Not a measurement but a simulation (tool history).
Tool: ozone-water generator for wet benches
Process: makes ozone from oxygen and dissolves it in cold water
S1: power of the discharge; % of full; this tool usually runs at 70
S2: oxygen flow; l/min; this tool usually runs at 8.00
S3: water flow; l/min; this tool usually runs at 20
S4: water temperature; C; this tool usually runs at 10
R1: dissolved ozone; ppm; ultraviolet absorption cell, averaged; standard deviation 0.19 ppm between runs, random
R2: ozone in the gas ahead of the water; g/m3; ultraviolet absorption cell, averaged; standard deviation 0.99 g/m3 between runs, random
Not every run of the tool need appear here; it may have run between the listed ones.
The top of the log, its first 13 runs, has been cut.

| run | hour | S1 | S2 | S3 | S4 | R1 | R2 |
|---|---|---|---|---|---|---|---|
| 14 | 1702.3 | 70 | 8.00 | 20 | 10 | 26.3 | 165.6 |
| 15 | 1826.5 | 70 | 8.00 | 20 | 10 | 26.1 | 168.6 |
| 16 | 1961.1 | 70 | 8.00 | 20 | 10 | 26.0 | 167.7 |
| 17 | 2116.8 | 70 | 8.00 | 20 | 10 | 26.0 | 164.2 |
|  | 2132.7 | water thermometer calibrated |
| 18 | 2262.5 | 84 | 12.94 | 30 | 10 | 22.5 | 153.3 |
| 19 | 2365.0 | 45 | 13.62 | 14 | 14 | 21.0 | 94.2 |
| 20 | 2498.0 | 45 | 13.62 | 14 | 14 | 21.1 | 94.4 |
|  | 2581.2 | water thermometer calibrated, once more |
| 21 | 2668.4 | 40 | 5.09 | 20 | 6 | 17.0 | 130.3 |
| 22 | 2754.4 | 49 | 5.55 | 20 | 7 | 19.8 | 148.9 |
| 23 | 2911.5 | 49 | 4.11 | 20 | 7 | 18.4 | 165.8 |
| 24 | 3023.6 | 43 | 8.00 | 20 | 13 | 17.5 | 113.7 |
| 25 | 3155.9 | 94 | 11.58 | 20 | 8 | 33.7 | 172.5 |
| 26 | 3254.8 | 70 | 8.00 | 20 | 5 | 27.6 | 164.6 |
| 27 | 3395.9 | 70 | 11.71 | 24 | 5 | 25.1 | 138.8 |
| 28 | 3473.6 | 70 | 8.00 | 16 | 17 | 26.4 | 161.9 |
| 29 | 3612.2 | 70 | 8.00 | 28 | 17 | 17.7 | 162.8 |
| 30 | 3778.8 | 70 | 6.25 | 26 | 14 | 18.9 | 178.9 |
| 31 | 3947.3 | 70 | 5.04 | 20 | 7 | 24.7 | 196.8 |
| 32 | 4111.6 | 70 | 8.00 | 25 | 11 | 20.9 | 161.2 |
| 33 | 4282.5 | 70 | 8.00 | 22 | 8 | 24.2 | 161.7 |

Here are 3 independent what-if runs from the current tool condition. What would each one return?
| A | 4397.3 | 70 | 6.30 | 22 | 8 | ? | ? |
| B | 4397.3 | 63 | 8.00 | 20 | 7 | ? | ? |
| C | 4397.3 | 70 | 10.83 | 22 | 8 | ? | ? |

| run | R1 | R2 |
|---|---|---|
| A | 23.4 | 177.6 |
| B | 24.3 | 148.7 |
| C | 25.0 | 141.7 |
Had the tool no hidden state, the same runs would have come out as:
| run | R1 | R2 |
|---|---|---|
| A | 25.2 | 187.7 |
| B | 26.1 | 156.5 |
| C | 27.0 | 149.8 |
